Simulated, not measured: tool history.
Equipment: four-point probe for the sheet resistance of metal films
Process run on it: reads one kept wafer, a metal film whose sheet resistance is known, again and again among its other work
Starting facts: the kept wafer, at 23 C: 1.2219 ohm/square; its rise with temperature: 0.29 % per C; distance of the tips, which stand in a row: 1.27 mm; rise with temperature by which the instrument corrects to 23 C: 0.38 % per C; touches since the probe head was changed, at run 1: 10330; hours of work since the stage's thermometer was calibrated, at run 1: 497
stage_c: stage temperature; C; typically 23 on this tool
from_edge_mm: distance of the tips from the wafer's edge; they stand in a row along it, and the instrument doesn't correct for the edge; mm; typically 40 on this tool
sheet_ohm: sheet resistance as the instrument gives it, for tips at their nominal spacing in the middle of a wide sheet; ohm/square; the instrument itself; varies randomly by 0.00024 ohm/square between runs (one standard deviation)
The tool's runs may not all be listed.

| run | day | stage_c | from_edge_mm | touches since the probe head was changed | hours of work since the stage's thermometer was calibrated | sheet_ohm |
|---|---|---|---|---|---|---|
| 1 | 0 | 23 | 40 | 10330 | 497 | 1.224712 |
| 2 | 0.867 | 23 | 58 | 11198 | 510 | 1.223667 |
| 3 | 1.925 | 23 | 58 | 12257 | 525 | 1.223488 |
| 4 | 2.929 | 23 | 58 | 13264 | 540 | 1.223248 |
| 5 | 3.683 | 23 | 58 | 14015 | 551 | 1.223833 |
| 6 | 4.65 | 23 | 58 | 14985 | 565 | 1.222938 |
| 7 | 5.608 | 23 | 58 | 15944 | 579 | 1.222691 |
| 8 | 7.425 | 23 | 25 | 17763 | 605 | 1.223518 |
| 9 | 8.742 | 21 | 25 | 19078 | 624 | 1.225636 |
|  | 8.9 | stage's thermometer calibrated |
| 10 | 9.604 | 21 | 25 | 19920 | 10 | 1.225705 |
| 11 | 11.175 | 25 | 30 | 21496 | 33 | 1.220332 |
|  | 13.017 | stage's thermometer calibrated, once more |
| 12 | 13.017 | 25 | 30 | 23316 | 0 | 1.219344 |
| 13 | 13.9 | 25 | 30 | 24201 | 13 | 1.219204 |
| 14 | 15.612 | 28 | 63 | 25916 | 38 | 1.214976 |
| 15 | 17.338 | 31 | 9 | 27641 | 63 | 1.223619 |
| 16 | 19.067 | 22 | 4 | 29371 | 88 | 1.282754 |
| 17 | 20.188 | 32 | 15 | 30492 | 105 | 1.213938 |
| 18 | 21.175 | 25 | 25 | 31481 | 119 | 1.217709 |
| 19 | 23.017 | 25 | 25 | 33324 | 146 | 1.217037 |

Each row is a separate what-if for the run after 19, all from the same tool condition, not one after another. Results?
| A | 23.912 | 29 | 25 | 34220 | 159 | ? |
| B | 23.912 | 22 | 40 | 34220 | 159 | ? |
| C | 23.912 | 19 | 25 | 34220 | 159 | ? |
| D | 23.912 | 30 | 21 | 34220 | 159 | ? |

| run | sheet_ohm |
|---|---|
| A | 1.213188 |
| B | 1.219546 |
| C | 1.223614 |
| D | 1.212972 |
With the hidden condition removed and each run's random variation left untouched, the same runs would have given:
| run | sheet_ohm |
|---|---|
| A | 1.217437 |
| B | 1.223816 |
| C | 1.227897 |
| D | 1.21722 |

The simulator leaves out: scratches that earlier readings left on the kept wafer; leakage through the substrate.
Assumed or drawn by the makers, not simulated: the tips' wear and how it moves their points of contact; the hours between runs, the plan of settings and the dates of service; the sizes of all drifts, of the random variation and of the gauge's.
